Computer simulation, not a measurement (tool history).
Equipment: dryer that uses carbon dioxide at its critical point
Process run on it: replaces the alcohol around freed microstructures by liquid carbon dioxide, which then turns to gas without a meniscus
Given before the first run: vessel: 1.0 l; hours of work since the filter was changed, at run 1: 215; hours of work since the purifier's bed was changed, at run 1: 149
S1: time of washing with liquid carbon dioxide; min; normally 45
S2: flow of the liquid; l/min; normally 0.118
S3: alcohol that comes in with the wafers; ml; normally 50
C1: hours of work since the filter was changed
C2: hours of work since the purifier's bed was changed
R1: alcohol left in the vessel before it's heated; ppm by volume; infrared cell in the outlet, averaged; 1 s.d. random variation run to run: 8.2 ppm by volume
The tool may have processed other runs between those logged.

run 1 hour=0 | S1=45 S2=0.118 S3=50 | C1=215 C2=149 | R1=556
run 2 hour=10.1 | S1=45 S2=0.118 S3=50 | C1=222 C2=156 | R1=565
run 3 hour=21.2 | S1=45 S2=0.118 S3=68 | C1=230 C2=163 | R1=773
run 4 hour=34.5 | S1=45 S2=0.118 S3=68 | C1=239 C2=172 | R1=786
run 5 hour=46 | S1=45 S2=0.118 S3=33 | C1=246 C2=180 | R1=410
run 6 hour=52.3 | S1=45 S2=0.118 S3=33 | C1=251 C2=184 | R1=398
run 7 hour=61.5 | S1=45 S2=0.118 S3=50 | C1=257 C2=190 | R1=598
run 8 hour=68.5 | S1=45 S2=0.118 S3=50 | C1=261 C2=195 | R1=589
run 9 hour=82.1 | S1=42 S2=0.118 S3=58 | C1=271 C2=204 | R1=902
run 10 hour=92.2 | S1=32 S2=0.145 S3=34 | C1=277 C2=211 | R1=720
run 11 hour=99 | S1=32 S2=0.075 S3=72 | C1=282 C2=215 | R1=9055
run 12 hour=110.9 | S1=32 S2=0.083 S3=27 | C1=290 C2=223 | R1=2818
run 13 hour=124.4 | S1=32 S2=0.083 S3=27 | C1=299 C2=232 | R1=2830
run 14 hour=130.2 | S1=31 S2=0.141 S3=50 | C1=303 C2=236 | R1=1304

3 options for the next run, each taken on its own from the tool as it stands now. Forecast them:
run A hour=136.5 | S1=52 S2=0.141 S3=50 | C1=307 C2=241 | R1=?
run B hour=136.5 | S1=63 S2=0.111 S3=50 | C1=307 C2=241 | R1=?
run C hour=136.5 | S1=29 S2=0.139 S3=54 | C1=307 C2=241 | R1=?

run=A R1=188
run=B R1=216
run=C R1=1836
Without the tool's hidden state the same runs would have given:
run=A R1=84
run=B R1=104
run=C R1=1453

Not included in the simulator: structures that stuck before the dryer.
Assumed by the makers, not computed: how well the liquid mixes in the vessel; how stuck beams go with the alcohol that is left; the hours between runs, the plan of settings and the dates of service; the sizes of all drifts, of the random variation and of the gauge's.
